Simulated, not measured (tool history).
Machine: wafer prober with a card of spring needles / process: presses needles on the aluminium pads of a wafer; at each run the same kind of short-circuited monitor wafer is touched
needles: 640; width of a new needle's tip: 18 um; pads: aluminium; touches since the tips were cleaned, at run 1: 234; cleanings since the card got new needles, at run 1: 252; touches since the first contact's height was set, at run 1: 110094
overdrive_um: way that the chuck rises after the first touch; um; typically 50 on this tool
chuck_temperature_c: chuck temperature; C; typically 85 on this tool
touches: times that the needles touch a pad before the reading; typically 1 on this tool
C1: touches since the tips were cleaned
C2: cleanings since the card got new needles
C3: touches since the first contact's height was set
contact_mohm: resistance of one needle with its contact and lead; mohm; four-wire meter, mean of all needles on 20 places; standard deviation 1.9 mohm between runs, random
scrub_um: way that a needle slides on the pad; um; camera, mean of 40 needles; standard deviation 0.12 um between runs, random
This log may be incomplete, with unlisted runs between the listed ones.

{"run": 1, "hour": 0.0, "overdrive_um": 50, "chuck_temperature_c": 85, "touches": 1, "C1": 234, "C2": 252, "C3": 110094, "contact_mohm": 213, "scrub_um": 10.81}
{"hour": 6.8, "done": "tips cleaned on abrasive film"}
{"hour": 13.5, "done": "tips cleaned on abrasive film"}
{"hour": 20.3, "done": "tips cleaned on abrasive film"}
{"hour": 27.0, "done": "tips cleaned on abrasive film"}
{"hour": 35.5, "done": "tips cleaned on abrasive film"}
{"hour": 42.2, "done": "tips cleaned on abrasive film"}
{"hour": 49.0, "done": "tips cleaned on abrasive film"}
{"hour": 55.7, "done": "tips cleaned on abrasive film"}
{"hour": 62.5, "done": "tips cleaned on abrasive film"}
{"run": 2, "hour": 63.8, "overdrive_um": 50, "chuck_temperature_c": 85, "touches": 1, "C1": 539, "C2": 261, "C3": 136524, "contact_mohm": 218, "scrub_um": 10.84}
{"hour": 70.5, "done": "tips cleaned on abrasive film"}
{"hour": 79.0, "done": "tips cleaned on abrasive film"}
{"hour": 85.7, "done": "tips cleaned on abrasive film"}
{"hour": 97.7, "done": "card fitted with new needles"}
{"hour": 104.5, "done": "tips cleaned on abrasive film"}
{"hour": 111.2, "done": "tips cleaned on abrasive film"}
{"hour": 118.0, "done": "tips cleaned on abrasive film"}
{"hour": 124.8, "done": "tips cleaned on abrasive film"}
{"run": 3, "hour": 125.9, "overdrive_um": 50, "chuck_temperature_c": 85, "touches": 1, "C1": 468, "C2": 4, "C3": 11664, "contact_mohm": 205, "scrub_um": 11.74}
{"hour": 132.6, "done": "tips cleaned on abrasive film"}
{"hour": 139.4, "done": "tips cleaned on abrasive film"}
{"hour": 146.2, "done": "tips cleaned on abrasive film"}
{"hour": 152.9, "done": "tips cleaned on abrasive film"}
{"hour": 159.7, "done": "tips cleaned on abrasive film"}
{"hour": 166.4, "done": "tips cleaned on abrasive film"}
{"run": 4, "hour": 167.7, "overdrive_um": 50, "chuck_temperature_c": 85, "touches": 1, "C1": 546, "C2": 10, "C3": 29004, "contact_mohm": 205, "scrub_um": 11.56}
{"hour": 174.5, "done": "tips cleaned on abrasive film"}
{"hour": 181.3, "done": "tips cleaned on abrasive film"}
{"hour": 188.0, "done": "tips cleaned on abrasive film"}
{"hour": 194.8, "done": "tips cleaned on abrasive film"}
{"hour": 201.5, "done": "tips cleaned on abrasive film"}
{"hour": 208.3, "done": "tips cleaned on abrasive film"}
{"run": 5, "hour": 213.5, "overdrive_um": 50, "chuck_temperature_c": 85, "touches": 1, "C1": 2190, "C2": 16, "C3": 47988, "contact_mohm": 215, "scrub_um": 11.27}
{"hour": 215.3, "done": "tips cleaned on abrasive film"}
{"hour": 222.0, "done": "tips cleaned on abrasive film"}
{"hour": 230.4, "done": "tips cleaned on abrasive film"}
{"hour": 238.9, "done": "tips cleaned on abrasive film"}
{"hour": 245.6, "done": "tips cleaned on abrasive film"}
{"hour": 252.4, "done": "tips cleaned on abrasive film"}
{"hour": 259.2, "done": "tips cleaned on abrasive film"}
{"hour": 265.9, "done": "tips cleaned on abrasive film"}
{"hour": 272.7, "done": "tips cleaned on abrasive film"}
{"run": 6, "hour": 272.9, "overdrive_um": 50, "chuck_temperature_c": 85, "touches": 1, "C1": 105, "C2": 25, "C3": 72582, "contact_mohm": 199, "scrub_um": 11.21}
{"hour": 279.7, "done": "tips cleaned on abrasive film"}
{"hour": 286.4, "done": "tips cleaned on abrasive film"}
{"hour": 293.2, "done": "tips cleaned on abrasive film"}
{"hour": 300.0, "done": "tips cleaned on abrasive film"}
{"run": 7, "hour": 302.0, "overdrive_um": 50, "chuck_temperature_c": 85, "touches": 1, "C1": 843, "C2": 29, "C3": 84621, "contact_mohm": 210, "scrub_um": 11.2}
{"hour": 307.1, "done": "tips cleaned on abrasive film"}
{"hour": 313.8, "done": "tips cleaned on abrasive film"}
{"hour": 320.6, "done": "tips cleaned on abrasive film"}
{"hour": 327.3, "done": "tips cleaned on abrasive film"}
{"hour": 334.1, "done": "tips cleaned on abrasive film"}
{"run": 8, "hour": 336.2, "overdrive_um": 50, "chuck_temperature_c": 85, "touches": 1, "C1": 883, "C2": 34, "C3": 98797, "contact_mohm": 208, "scrub_um": 11.01}
{"hour": 341.3, "done": "tips cleaned on abrasive film"}
{"hour": 349.7, "done": "tips cleaned on abrasive film"}
{"hour": 358.1, "done": "tips cleaned on abrasive film"}
{"hour": 366.6, "done": "tips cleaned on abrasive film"}
{"run": 9, "hour": 369.2, "overdrive_um": 32, "chuck_temperature_c": 85, "touches": 1, "C1": 1105, "C2": 38, "C3": 112496, "contact_mohm": 238, "scrub_um": 6.65}
{"hour": 374.3, "done": "tips cleaned on abrasive film"}
{"hour": 381.0, "done": "tips cleaned on abrasive film"}
{"hour": 387.8, "done": "tips cleaned on abrasive film"}
{"hour": 394.6, "done": "tips cleaned on abrasive film"}
{"hour": 401.3, "done": "tips cleaned on abrasive film"}
{"run": 10, "hour": 405.2, "overdrive_um": 61, "chuck_temperature_c": 118, "touches": 2, "C1": 1630, "C2": 43, "C3": 127421, "contact_mohm": 210, "scrub_um": 13.57}
{"hour": 408.6, "done": "tips cleaned on abrasive film"}
{"hour": 415.4, "done": "tips cleaned on abrasive film"}
{"hour": 422.1, "done": "tips cleaned on abrasive film"}
{"hour": 430.6, "done": "tips cleaned on abrasive film"}
{"run": 11, "hour": 434.8, "overdrive_um": 53, "chuck_temperature_c": 85, "touches": 2, "C1": 1776, "C2": 47, "C3": 139693, "contact_mohm": 206, "scrub_um": 11.36}
{"hour": 438.2, "done": "tips cleaned on abrasive film"}
{"hour": 445.0, "done": "tips cleaned on abrasive film"}
{"hour": 451.7, "done": "tips cleaned on abrasive film"}
{"hour": 458.5, "done": "tips cleaned on abrasive film"}
{"hour": 465.3, "done": "tips cleaned on abrasive film"}
{"hour": 472.0, "done": "tips cleaned on abrasive film"}
{"hour": 478.8, "done": "tips cleaned on abrasive film"}
{"hour": 482.4, "done": "height of the first contact set anew"}
{"hour": 485.8, "done": "tips cleaned on abrasive film"}
{"hour": 492.6, "done": "tips cleaned on abrasive film"}
{"hour": 499.4, "done": "tips cleaned on abrasive film"}
{"run": 12, "hour": 502.5, "overdrive_um": 50, "chuck_temperature_c": 37, "touches": 2, "C1": 1338, "C2": 57, "C3": 8336, "contact_mohm": 196, "scrub_um": 11.53}
{"hour": 507.6, "done": "tips cleaned on abrasive film"}
{"hour": 514.4, "done": "tips cleaned on abrasive film"}
{"hour": 521.2, "done": "tips cleaned on abrasive film"}
{"hour": 527.9, "done": "tips cleaned on abrasive film"}
{"hour": 536.3, "done": "tips cleaned on abrasive film"}
{"hour": 543.1, "done": "tips cleaned on abrasive film"}
{"hour": 551.5, "done": "tips cleaned on abrasive film"}
{"hour": 558.3, "done": "tips cleaned on abrasive film"}
{"run": 13, "hour": 558.6, "overdrive_um": 34, "chuck_temperature_c": 37, "touches": 2, "C1": 121, "C2": 65, "C3": 31550, "contact_mohm": 198, "scrub_um": 7.9}
{"hour": 565.3, "done": "tips cleaned on abrasive film"}
{"hour": 572.1, "done": "tips cleaned on abrasive film"}
{"hour": 578.9, "done": "tips cleaned on abrasive film"}
{"hour": 585.6, "done": "tips cleaned on abrasive film"}
{"hour": 592.4, "done": "tips cleaned on abrasive film"}
{"hour": 599.1, "done": "tips cleaned on abrasive film"}
{"run": 14, "hour": 604.0, "overdrive_um": 33, "chuck_temperature_c": 37, "touches": 1, "C1": 2034, "C2": 71, "C3": 50382, "contact_mohm": 236, "scrub_um": 7.42}
{"hour": 607.4, "done": "tips cleaned on abrasive film"}
{"hour": 615.8, "done": "tips cleaned on abrasive film"}
{"hour": 622.6, "done": "tips cleaned on abrasive film"}
{"hour": 631.0, "done": "tips cleaned on abrasive film"}
{"hour": 639.4, "done": "tips cleaned on abrasive film"}
{"hour": 646.2, "done": "tips cleaned on abrasive film"}
{"run": 15, "hour": 646.3, "overdrive_um": 45, "chuck_temperature_c": 63, "touches": 3, "C1": 46, "C2": 77, "C3": 67921, "contact_mohm": 199, "scrub_um": 10.08}

Alternative continuations, all from the tool just after run 15; predict every row:
{"hour": 653.1, "done": "tips cleaned on abrasive film"}
{"hour": 659.8, "done": "tips cleaned on abrasive film"}
{"hour": 666.6, "done": "tips cleaned on abrasive film"}
{"hour": 675.0, "done": "tips cleaned on abrasive film"}
{"hour": 681.8, "done": "tips cleaned on abrasive film"}
{"hour": 688.5, "done": "tips cleaned on abrasive film"}
{"hour": 695.3, "done": "tips cleaned on abrasive film"}
{"hour": 702.0, "done": "tips cleaned on abrasive film"}
{"hour": 708.8, "done": "tips cleaned on abrasive film"}
{"run": "A", "hour": 712.4, "overdrive_um": 31, "chuck_temperature_c": 101, "touches": 3, "C1": 1510, "C2": 86, "C3": 95319, "contact_mohm": "?", "scrub_um": "?"}
{"hour": 653.1, "done": "tips cleaned on abrasive film"}
{"hour": 659.8, "done": "tips cleaned on abrasive film"}
{"hour": 666.6, "done": "tips cleaned on abrasive film"}
{"hour": 675.0, "done": "tips cleaned on abrasive film"}
{"hour": 681.8, "done": "tips cleaned on abrasive film"}
{"hour": 688.5, "done": "tips cleaned on abrasive film"}
{"hour": 695.3, "done": "tips cleaned on abrasive film"}
{"hour": 702.0, "done": "tips cleaned on abrasive film"}
{"hour": 708.8, "done": "tips cleaned on abrasive film"}
{"run": "B", "hour": 712.4, "overdrive_um": 50, "chuck_temperature_c": 105, "touches": 1, "C1": 1510, "C2": 86, "C3": 95319, "contact_mohm": "?", "scrub_um": "?"}
{"hour": 653.1, "done": "tips cleaned on abrasive film"}
{"hour": 659.8, "done": "tips cleaned on abrasive film"}
{"hour": 666.6, "done": "tips cleaned on abrasive film"}
{"hour": 675.0, "done": "tips cleaned on abrasive film"}
{"hour": 681.8, "done": "tips cleaned on abrasive film"}
{"hour": 688.5, "done": "tips cleaned on abrasive film"}
{"hour": 695.3, "done": "tips cleaned on abrasive film"}
{"hour": 702.0, "done": "tips cleaned on abrasive film"}
{"hour": 708.8, "done": "tips cleaned on abrasive film"}
{"run": "C", "hour": 712.4, "overdrive_um": 50, "chuck_temperature_c": 85, "touches": 2, "C1": 1510, "C2": 86, "C3": 95319, "contact_mohm": "?", "scrub_um": "?"}

run=A contact_mohm=231 scrub_um=6.49
run=B contact_mohm=222 scrub_um=10.87
run=C contact_mohm=208 scrub_um=11.08
Stripped of hidden state, with their random variation kept, the same runs would have yielded:
run=A contact_mohm=211 scrub_um=7.19
run=B contact_mohm=206 scrub_um=11.57
run=C contact_mohm=196 scrub_um=11.79
